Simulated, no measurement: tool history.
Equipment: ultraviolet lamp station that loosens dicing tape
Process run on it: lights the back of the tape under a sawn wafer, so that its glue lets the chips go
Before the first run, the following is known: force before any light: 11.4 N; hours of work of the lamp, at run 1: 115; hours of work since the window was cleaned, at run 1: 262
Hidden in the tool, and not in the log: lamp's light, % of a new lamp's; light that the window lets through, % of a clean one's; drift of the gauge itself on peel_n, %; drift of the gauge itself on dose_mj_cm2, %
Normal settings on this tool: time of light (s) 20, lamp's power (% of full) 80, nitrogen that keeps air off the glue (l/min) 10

| run | hour | time of light (s) | lamp's power (% of full) | nitrogen that keeps air off the glue (l/min) | hours of work of the lamp | hours of work since the window was cleaned | force that peels the tape off (N) | light that reached the tape (J/m2) |
|---|---|---|---|---|---|---|---|---|
| 1 | 0.0 | 20 | 80 | 10 | 115 | 262 | 1.723 | 4150 |
| 2 | 11.4 | 20 | 80 | 6 | 121 | 268 | 2.081 | 4120 |
| 3 | 18.2 | 20 | 80 | 6 | 125 | 271 | 2.110 | 4140 |
| 4 | 26.4 | 20 | 80 | 6 | 129 | 276 | 2.124 | 4100 |
| 5 | 37.9 | 20 | 80 | 10 | 135 | 282 | 1.732 | 4110 |
| 6 | 52.8 | 20 | 80 | 10 | 143 | 290 | 1.798 | 4070 |
| 7 | 62.2 | 20 | 80 | 10 | 148 | 295 | 1.699 | 4110 |
| 8 | 72.7 | 20 | 80 | 10 | 154 | 300 | 1.747 | 4050 |
| 9 | 86.7 | 20 | 80 | 10 | 161 | 307 | 1.737 | 4050 |
| 10 | 102.4 | 20 | 80 | 10 | 169 | 316 | 1.824 | 4000 |
|  | 103.7 | window cleaned of glue's vapour |
| 11 | 115.6 | 20 | 80 | 10 | 176 | 6 | 2.051 | 3770 |
| 12 | 123.1 | 20 | 80 | 10 | 180 | 10 | 2.068 | 3740 |
| 13 | 132.9 | 20 | 77 | 10 | 185 | 15 | 2.160 | 3650 |
| 14 | 140.7 | 26 | 80 | 10 | 189 | 20 | 1.279 | 4870 |
|  | 144.4 | window cleaned of glue's vapour, once more |
| 15 | 152.0 | 26 | 80 | 8 | 195 | 4 | 0.957 | 5850 |
| 16 | 158.6 | 26 | 80 | 8 | 198 | 8 | 0.956 | 5810 |
| 17 | 165.1 | 17 | 80 | 18 | 202 | 11 | 1.650 | 3770 |
| 18 | 176.3 | 17 | 80 | 18 | 208 | 17 | 1.647 | 3790 |
| 19 | 190.5 | 20 | 77 | 4 | 215 | 24 | 2.322 | 4300 |
| 20 | 200.0 | 21 | 96 | 6 | 220 | 29 | 1.207 | 5560 |

Run 21 comes next. What will it give?
| 21 | 211.7 | 21 | 96 | 6 | 226 | 36 | ? | ? |

force that peels the tape off (N): 1.231
light that reached the tape (J/m2): 5540
Minus the tool's unlogged condition, the same run would have read force that peels the tape off (N) 0.987, light that reached the tape (J/m2) 6140.
